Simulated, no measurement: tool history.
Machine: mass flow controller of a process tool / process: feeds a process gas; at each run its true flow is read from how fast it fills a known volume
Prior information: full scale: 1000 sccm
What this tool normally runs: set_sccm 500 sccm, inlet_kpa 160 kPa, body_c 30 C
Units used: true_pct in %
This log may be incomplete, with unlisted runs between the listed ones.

run    hour  set_sccm  inlet_kpa  body_c  true_pct
  1     0.0       500        160      30     97.79
  2   194.9       500        152      30     97.79
  3   491.6       500        152      30     97.91
  4   926.4       500        152      30     98.04
  5  1367.0       282        152      30     97.53
  6  1745.7       282        152      30     97.61
  7  2023.2       500        160      30     98.35
  8  2216.2       500        160      30     98.44
  9  2488.4       500        160      30     98.49
 10  2887.3       500        164      30     98.62
 11  3285.5       500        164      30     98.82
 12  3613.3       174        151      30     97.84
 13  4023.4       174        229      30     98.08
 14  4389.0       108        198      30     97.87
 15  4718.5       108        198      30     98.03

Expected results for the next run?
 16  5158.0       108        198      30         ?

{"run 16": {"true_pct": 98.02}}
With no hidden state in the tool, this same run would have given true_pct 96.64 %.

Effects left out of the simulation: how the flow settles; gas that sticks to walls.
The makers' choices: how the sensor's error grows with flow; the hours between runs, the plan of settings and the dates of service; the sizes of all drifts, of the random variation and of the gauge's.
